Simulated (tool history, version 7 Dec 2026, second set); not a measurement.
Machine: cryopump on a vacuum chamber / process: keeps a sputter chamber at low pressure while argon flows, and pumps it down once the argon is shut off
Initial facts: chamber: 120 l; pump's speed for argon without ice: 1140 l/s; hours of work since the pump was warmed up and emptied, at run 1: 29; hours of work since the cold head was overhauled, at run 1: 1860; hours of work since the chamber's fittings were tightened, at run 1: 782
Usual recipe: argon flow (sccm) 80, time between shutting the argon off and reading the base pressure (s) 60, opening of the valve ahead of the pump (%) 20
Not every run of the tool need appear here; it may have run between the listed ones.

run     day  argon flow (sccm)  time between shutting the argon off and reading the base pressure (s)  opening of the valve ahead of the pump (%)  hours of work since the pump was warmed up and emptied  hours of work since the cold head was overhauled  hours of work since the chamber's fittings were tightened  pressure while argon flows (Pa)  pressure after the wait (uPa)
  1   0.000                 80                                                                     60                                          20                                                      29                                              1860                                                        782                           0.5956                           2.48
  2   2.883                 80                                                                     60                                          20                                                      82                                              1913                                                        835                           0.5977                           2.48
  3   5.592                 80                                                                     60                                          20                                                     132                                              1962                                                        884                           0.5994                           2.55
  4   9.142                 80                                                                     60                                          20                                                     197                                              2027                                                        949                           0.6034                           2.59
  5  11.792                 80                                                                     60                                          20                                                     245                                              2076                                                        998                           0.6053                           2.66
  6  14.821                 80                                                                     60                                          20                                                     301                                              2131                                                       1054                           0.6124                           2.63
  7  16.725                 39                                                                     60                                          20                                                     336                                              2166                                                       1088                           0.2959                           2.72
  8  19.554                 39                                                                     60                                          20                                                     388                                              2218                                                       1140                           0.2982                           2.70
  9  23.592                 53                                                                     60                                          20                                                     462                                              2292                                                       1214                           0.4024                           2.80
 10  25.979                 53                                                                     60                                          20                                                     505                                              2336                                                       1258                           0.4060                           2.86
 11  29.617                 53                                                                     60                                          20                                                     572                                              2403                                                       1325                           0.4100                           2.86
 12  31.721                 53                                                                     60                                          20                                                     611                                              2441                                                       1363                           0.4110                           2.78
 13  34.812                 53                                                                     60                                          20                                                     667                                              2498                                                       1420                           0.4132                           2.91
 14  38.133                 80                                                                     60                                          20                                                     728                                              2559                                                       1481                           0.6263                           2.97
 15  40.054                 80                                                                     60                                          20                                                     763                                              2594                                                       1516                           0.6325                           2.97
 16  42.596                 80                                                                     60                                          20                                                     810                                              2640                                                       1563                           0.6298                           3.03
     46.988  -- pump warmed up, emptied and cooled again
 17  46.988                 80                                                                     60                                          17                                                       0                                              2717                                                       1639                           0.7025                           2.84
 18  49.758                 80                                                                     65                                          15                                                      51                                              2768                                                       1690                           0.7988                           2.81
 19  53.088                 48                                                                     21                                          16                                                     112                                              2829                                                       1751                           0.4474                           6.36
 20  55.050                150                                                                    183                                          23                                                     148                                              2865                                                       1787                           0.9849                           1.67
 21  56.950                 79                                                                    183                                          50                                                     183                                              2900                                                       1822                           0.2452                           1.72
 22  60.412                122                                                                    251                                          20                                                     246                                              2963                                                       1885                           0.9245                           1.61
 23  63.462                122                                                                    251                                          20                                                     302                                              3019                                                       1941                           0.9303                           1.69
 24  65.646                122                                                                    251                                          20                                                     342                                              3059                                                       1981                           0.9257                           1.63
     67.775  -- leaking fittings of the chamber tightened, without venting
 25  67.775                122                                                                    251                                          20                                                     379                                              3097                                                          0                           0.9301                           0.80
 26  69.550                122                                                                    251                                          20                                                     412                                              3129                                                         32                           0.9367                           0.81
 27  73.046                 57                                                                    257                                          36                                                     476                                              3193                                                         97                           0.2509                           0.86
 28  75.058                 65                                                                    196                                          41                                                     513                                              3230                                                        133                           0.2527                           1.00
 29  78.233                 65                                                                    196                                          41                                                     571                                              3288                                                        192                           0.2558                           1.02
 30  81.283                 79                                                                     97                                          43                                                     627                                              3344                                                        248                           0.2994                           1.63
 31  84.704                 51                                                                    192                                          23                                                     690                                              3407                                                        310                           0.3480                           1.11
 32  87.492                 35                                                                    192                                          17                                                     741                                              3458                                                        361                           0.3202                           1.17
 33  90.646                138                                                                     60                                          60                                                     799                                              3516                                                        419                           0.4034                           2.52
 34  94.625                138                                                                     60                                          60                                                     871                                              3589                                                        492                           0.4096                           2.50

Consider 4 possible next runs. They are alternatives, not a sequence: every one starts from the tool as it was left by run 34. What does each give?
     95.575  -- pump warmed up, emptied and cooled again
  A  97.575                 83                                                                     31                                          20                                                      37                                              3639                                                        542                                ?                              ?
     95.575  -- pump warmed up, emptied and cooled again
  B  97.575                150                                                                     21                                          24                                                      37                                              3639                                                        542                                ?                              ?
     95.575  -- pump warmed up, emptied and cooled again
  C  97.575                 97                                                                     60                                          60                                                      37                                              3639                                                        542                                ?                              ?
     95.575  -- pump warmed up, emptied and cooled again
  D  97.575                 80                                                                    250                                          20                                                      37                                              3639                                                        542                                ?                              ?

run  pressure while argon flows (Pa)  pressure after the wait (uPa)
  A                           0.6195                           4.15
  B                           0.9315                           6.00
  C                           0.2474                           2.44
  D                           0.5986                           1.04
What these runs would have given with no unlogged condition in the tool:
run  pressure while argon flows (Pa)  pressure after the wait (uPa)
  A                           0.6142                           3.85
  B                           0.9220                           5.70
  C                           0.2412                           2.14
  D                           0.5934                           0.73
